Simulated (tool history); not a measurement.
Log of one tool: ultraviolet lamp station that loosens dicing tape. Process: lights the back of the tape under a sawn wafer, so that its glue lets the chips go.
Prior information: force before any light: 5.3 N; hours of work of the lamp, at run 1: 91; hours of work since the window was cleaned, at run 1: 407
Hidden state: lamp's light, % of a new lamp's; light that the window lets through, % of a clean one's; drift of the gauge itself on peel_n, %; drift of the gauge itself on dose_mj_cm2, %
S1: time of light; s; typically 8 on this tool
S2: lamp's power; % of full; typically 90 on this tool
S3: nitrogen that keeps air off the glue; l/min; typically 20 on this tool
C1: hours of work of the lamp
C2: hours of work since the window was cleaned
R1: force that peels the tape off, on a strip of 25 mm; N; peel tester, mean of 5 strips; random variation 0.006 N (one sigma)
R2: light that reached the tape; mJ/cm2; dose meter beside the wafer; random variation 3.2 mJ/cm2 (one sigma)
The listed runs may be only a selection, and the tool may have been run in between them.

{"run": 1, "day": 0.0, "S1": 8, "S2": 90, "S3": 20, "C1": 91, "C2": 407, "R1": 0.162, "R2": 491}
{"run": 2, "day": 0.433, "S1": 8, "S2": 90, "S3": 20, "C1": 99, "C2": 414, "R1": 0.154, "R2": 493}
{"run": 3, "day": 0.829, "S1": 8, "S2": 90, "S3": 20, "C1": 106, "C2": 422, "R1": 0.159, "R2": 491}
{"run": 4, "day": 1.346, "S1": 8, "S2": 90, "S3": 20, "C1": 115, "C2": 431, "R1": 0.173, "R2": 496}
{"run": 5, "day": 1.971, "S1": 8, "S2": 90, "S3": 20, "C1": 127, "C2": 442, "R1": 0.152, "R2": 492}
{"run": 6, "day": 2.483, "S1": 8, "S2": 90, "S3": 20, "C1": 136, "C2": 452, "R1": 0.16, "R2": 494}
{"run": 7, "day": 2.858, "S1": 8, "S2": 90, "S3": 20, "C1": 143, "C2": 458, "R1": 0.153, "R2": 493}
{"run": 8, "day": 3.508, "S1": 8, "S2": 90, "S3": 20, "C1": 155, "C2": 470, "R1": 0.162, "R2": 496}
{"run": 9, "day": 4.096, "S1": 8, "S2": 90, "S3": 20, "C1": 165, "C2": 481, "R1": 0.16, "R2": 498}
{"run": 10, "day": 4.633, "S1": 8, "S2": 90, "S3": 20, "C1": 175, "C2": 491, "R1": 0.156, "R2": 493}
{"run": 11, "day": 5.154, "S1": 8, "S2": 90, "S3": 20, "C1": 184, "C2": 500, "R1": 0.163, "R2": 494}
{"run": 12, "day": 5.783, "S1": 8, "S2": 90, "S3": 14, "C1": 196, "C2": 511, "R1": 0.183, "R2": 493}
{"run": 13, "day": 6.162, "S1": 8, "S2": 90, "S3": 14, "C1": 203, "C2": 518, "R1": 0.181, "R2": 494}
{"run": 14, "day": 6.788, "S1": 8, "S2": 90, "S3": 20, "C1": 214, "C2": 530, "R1": 0.155, "R2": 497}
{"run": 15, "day": 7.158, "S1": 8, "S2": 90, "S3": 20, "C1": 221, "C2": 536, "R1": 0.162, "R2": 499}
{"run": 16, "day": 7.738, "S1": 8, "S2": 90, "S3": 20, "C1": 231, "C2": 547, "R1": 0.159, "R2": 491}
{"run": 17, "day": 8.058, "S1": 8, "S2": 90, "S3": 20, "C1": 237, "C2": 553, "R1": 0.164, "R2": 492}
{"run": 18, "day": 8.496, "S1": 8, "S2": 98, "S3": 20, "C1": 245, "C2": 561, "R1": 0.152, "R2": 544}
{"run": 19, "day": 9.1, "S1": 8, "S2": 98, "S3": 20, "C1": 256, "C2": 572, "R1": 0.148, "R2": 539}
{"run": 20, "day": 9.688, "S1": 8, "S2": 98, "S3": 20, "C1": 267, "C2": 582, "R1": 0.142, "R2": 543}
{"run": 21, "day": 10.083, "S1": 8, "S2": 90, "S3": 20, "C1": 274, "C2": 589, "R1": 0.168, "R2": 492}
{"run": 22, "day": 10.442, "S1": 8, "S2": 82, "S3": 32, "C1": 280, "C2": 596, "R1": 0.178, "R2": 445}
{"run": 23, "day": 10.983, "S1": 5, "S2": 94, "S3": 11, "C1": 290, "C2": 606, "R1": 0.466, "R2": 319}
{"run": 24, "day": 11.404, "S1": 15, "S2": 73, "S3": 11, "C1": 298, "C2": 613, "R1": 0.124, "R2": 750}
{"run": 25, "day": 11.904, "S1": 7, "S2": 91, "S3": 7, "C1": 307, "C2": 622, "R1": 0.313, "R2": 441}
{"run": 26, "day": 12.233, "S1": 7, "S2": 60, "S3": 14, "C1": 313, "C2": 628, "R1": 0.539, "R2": 290}
{"run": 27, "day": 12.746, "S1": 7, "S2": 60, "S3": 14, "C1": 322, "C2": 638, "R1": 0.537, "R2": 289}
{"run": 28, "day": 13.367, "S1": 8, "S2": 82, "S3": 20, "C1": 333, "C2": 649, "R1": 0.187, "R2": 452}
{"day": 13.529, "done": "window cleaned of glue's vapour"}
{"run": 29, "day": 13.962, "S1": 8, "S2": 92, "S3": 6, "C1": 344, "C2": 8, "R1": 0.239, "R2": 508}
{"run": 30, "day": 14.517, "S1": 8, "S2": 91, "S3": 6, "C1": 354, "C2": 18, "R1": 0.257, "R2": 505}
{"run": 31, "day": 15.05, "S1": 8, "S2": 91, "S3": 6, "C1": 363, "C2": 28, "R1": 0.253, "R2": 504}
{"run": 32, "day": 15.683, "S1": 8, "S2": 91, "S3": 6, "C1": 375, "C2": 39, "R1": 0.245, "R2": 506}
{"run": 33, "day": 16.188, "S1": 9, "S2": 91, "S3": 24, "C1": 384, "C2": 48, "R1": 0.123, "R2": 561}
{"run": 34, "day": 16.862, "S1": 8, "S2": 91, "S3": 24, "C1": 396, "C2": 60, "R1": 0.153, "R2": 500}
{"run": 35, "day": 17.258, "S1": 8, "S2": 91, "S3": 24, "C1": 404, "C2": 68, "R1": 0.152, "R2": 498}
{"run": 36, "day": 17.596, "S1": 14, "S2": 82, "S3": 13, "C1": 410, "C2": 74, "R1": 0.117, "R2": 786}
{"run": 37, "day": 18.146, "S1": 7, "S2": 68, "S3": 11, "C1": 420, "C2": 84, "R1": 0.46, "R2": 332}
{"run": 38, "day": 18.829, "S1": 7, "S2": 68, "S3": 11, "C1": 432, "C2": 96, "R1": 0.454, "R2": 327}
{"run": 39, "day": 19.538, "S1": 6, "S2": 90, "S3": 23, "C1": 445, "C2": 109, "R1": 0.272, "R2": 372}
{"run": 40, "day": 19.979, "S1": 4, "S2": 92, "S3": 19, "C1": 453, "C2": 117, "R1": 0.628, "R2": 251}
{"run": 41, "day": 20.446, "S1": 7, "S2": 69, "S3": 40, "C1": 461, "C2": 125, "R1": 0.282, "R2": 328}
{"run": 42, "day": 21.0, "S1": 7, "S2": 69, "S3": 40, "C1": 471, "C2": 136, "R1": 0.286, "R2": 334}

Branching from run 42: 3 alternative next runs. What would each branch give?
{"run": "A", "day": 21.467, "S1": 4, "S2": 69, "S3": 40, "C1": 480, "C2": 144, "R1": "?", "R2": "?"}
{"run": "B", "day": 21.467, "S1": 8, "S2": 86, "S3": 20, "C1": 480, "C2": 144, "R1": "?", "R2": "?"}
{"run": "C", "day": 21.467, "S1": 5, "S2": 92, "S3": 10, "C1": 480, "C2": 144, "R1": "?", "R2": "?"}

run=A R1=0.867 R2=189
run=B R1=0.185 R2=470
run=C R1=0.503 R2=317
With no hidden state in the tool, these same runs would have given:
run=A R1=0.866 R2=190
run=B R1=0.185 R2=470
run=C R1=0.502 R2=317
